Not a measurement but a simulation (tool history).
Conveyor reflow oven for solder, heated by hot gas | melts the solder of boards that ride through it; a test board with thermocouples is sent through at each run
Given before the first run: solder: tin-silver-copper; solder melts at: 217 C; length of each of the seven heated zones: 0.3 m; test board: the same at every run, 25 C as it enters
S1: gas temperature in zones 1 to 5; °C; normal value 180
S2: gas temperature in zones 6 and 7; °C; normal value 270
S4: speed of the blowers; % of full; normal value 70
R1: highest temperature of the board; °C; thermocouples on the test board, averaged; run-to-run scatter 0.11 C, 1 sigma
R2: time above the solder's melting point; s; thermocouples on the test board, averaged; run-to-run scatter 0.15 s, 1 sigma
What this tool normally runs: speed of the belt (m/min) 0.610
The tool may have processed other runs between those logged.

Run 1, hour 0.0: usual settings. Result: R1 255.5 °C, R2 48.6 s.
Run 2, hour 5.3: usual settings. Result: R1 255.7 °C, R2 48.4 s.
Run 3, hour 15.9: usual settings. Result: R1 255.5 °C, R2 48.5 s.
Run 4, hour 22.6: usual settings but speed of the belt (m/min) 0.694. Result: R1 251.5 °C, R2 39.8 s.
Run 5, hour 29.4: usual settings but speed of the belt (m/min) 0.694. Result: R1 251.5 °C, R2 39.9 s.
Run 6, hour 37.8: usual settings but S1 194 °C, speed of the belt (m/min) 0.694. Result: R1 254.4 °C, R2 45.5 s.
At hour 46.3: flux residue cleaned out of gas plates and filters.
Run 7, hour 50.7: usual settings but S1 194 °C, speed of the belt (m/min) 0.694. Result: R1 254.1 °C, R2 45.4 s.
Run 8, hour 59.7: usual settings but S1 194 °C, speed of the belt (m/min) 0.694. Result: R1 254.0 °C, R2 45.3 s.
Run 9, hour 69.6: usual settings but S1 194 °C, speed of the belt (m/min) 0.694. Result: R1 254.1 °C, R2 45.3 s.
Run 10, hour 75.5: usual settings but S1 174 °C, speed of the belt (m/min) 0.694. Result: R1 249.7 °C, R2 37.4 s.
Run 11, hour 81.3: usual settings but speed of the belt (m/min) 0.677. Result: R1 252.0 °C, R2 41.5 s.
At hour 88.2: flux residue cleaned out of gas plates and filters, once more.
Run 12, hour 91.2: usual settings but speed of the belt (m/min) 0.677. Result: R1 253.4 °C, R2 42.4 s.
Run 13, hour 98.1: usual settings but S1 173 °C. Result: R1 255.2 °C, R2 46.6 s.
Run 14, hour 106.1: usual settings but S1 193 °C. Result: R1 258.5 °C, R2 54.4 s.
Run 15, hour 112.3: usual settings but S1 193 °C. Result: R1 258.7 °C, R2 54.5 s.
Run 16, hour 122.9: usual settings but S1 193 °C. Result: R1 258.7 °C, R2 54.3 s.
Run 17, hour 128.5: usual settings but S1 193 °C. Result: R1 258.6 °C, R2 54.2 s.
Run 18, hour 137.3: usual settings but S1 193 °C, S2 273 °C, S4 86 % of full. Result: R1 263.2 °C, R2 56.5 s.
Run 19, hour 145.3: usual settings but S4 58 % of full. Result: R1 254.3 °C, R2 47.4 s.
Run 20, hour 155.5: usual settings but S1 189 °C, speed of the belt (m/min) 0.617. Result: R1 257.8 °C, R2 52.1 s.
Run 21, hour 161.8: usual settings but S1 189 °C, speed of the belt (m/min) 0.617. Result: R1 257.7 °C, R2 51.7 s.
Run 22, hour 167.4: usual settings but S1 188 °C, speed of the belt (m/min) 0.527. Result: R1 261.3 °C, R2 62.8 s.
Run 23, hour 172.3: usual settings but S1 188 °C, speed of the belt (m/min) 0.527. Result: R1 261.3 °C, R2 63.0 s.
Run 24, hour 177.4: usual settings but speed of the belt (m/min) 0.637, S4 78 % of full. Result: R1 256.6 °C, R2 46.9 s.
Run 25, hour 184.0: usual settings but S1 193 °C, S2 263 °C, speed of the belt (m/min) 0.682, S4 90 % of full. Result: R1 252.3 °C, R2 46.2 s.
Run 26, hour 188.9: usual settings but S1 193 °C, S2 263 °C, speed of the belt (m/min) 0.682, S4 90 % of full. Result: R1 252.6 °C, R2 46.4 s.
Run 27, hour 195.6: usual settings but S1 193 °C, S2 261 °C, speed of the belt (m/min) 0.682, S4 88 % of full. Result: R1 250.4 °C, R2 45.6 s.
Run 28, hour 205.4: usual settings but S1 178 °C, S2 271 °C, speed of the belt (m/min) 0.532, S4 88 % of full. Result: R1 263.1 °C, R2 60.1 s.
Run 29, hour 212.6: usual settings but S1 171 °C, speed of the belt (m/min) 0.687, S4 52 % of full. Result: R1 246.2 °C, R2 34.1 s.
Run 30, hour 222.3: usual settings but S1 171 °C, S4 52 % of full. Result: R1 250.8 °C, R2 42.7 s.
Run 31, hour 232.5: usual settings but S1 171 °C, S4 52 % of full. Result: R1 251.0 °C, R2 42.6 s.
Run 32, hour 240.3: usual settings but S1 171 °C, S4 52 % of full. Result: R1 251.0 °C, R2 42.5 s.

For some of the steps in R1 from one run to the next: how much would appear even if the tool had no hidden state, given the settings, what came in and random variation, and how much remains for the hidden state plus any gauge scatter that the measured result and the result without hidden state don't share?
The hidden state here: heat that the gas passes to the board, % of a clean oven's; belt's true speed, % of the reading; true gas temperature in zones 6 and 7 over the reading, C; drift of the gauge itself on peak_c, C; drift of the gauge itself on liquid_s, %.
Run 6 -> 7: flux residue cleaned out of gas plates and filters. R1 -0.3 °C: hidden state -0.2, all else -0.1.
Run 9 -> 10: S1 194 -> 174. R1 -4.4 °C: hidden state -0.3, all else -4.1.
Run 11 -> 12: flux residue cleaned out of gas plates and filters, once more. R1 +1.4 °C: hidden state +1.4, all else +0.0.
Run 18 -> 19: S1 193 -> 180, S2 273 -> 270, S4 86 -> 58. R1 -8.9 °C: hidden state +0.1, all else -9.0.
Run 27 -> 28: S1 193 -> 178, S2 261 -> 271, speed of the belt (m/min) 0.682 -> 0.532. R1 +12.7 °C: hidden state +0.0, all else +12.7.
Run 28 -> 29: S1 178 -> 171, S2 271 -> 270, speed of the belt (m/min) 0.532 -> 0.687, S4 88 -> 52. R1 -16.9 °C: hidden state +0.2, all else -17.1.

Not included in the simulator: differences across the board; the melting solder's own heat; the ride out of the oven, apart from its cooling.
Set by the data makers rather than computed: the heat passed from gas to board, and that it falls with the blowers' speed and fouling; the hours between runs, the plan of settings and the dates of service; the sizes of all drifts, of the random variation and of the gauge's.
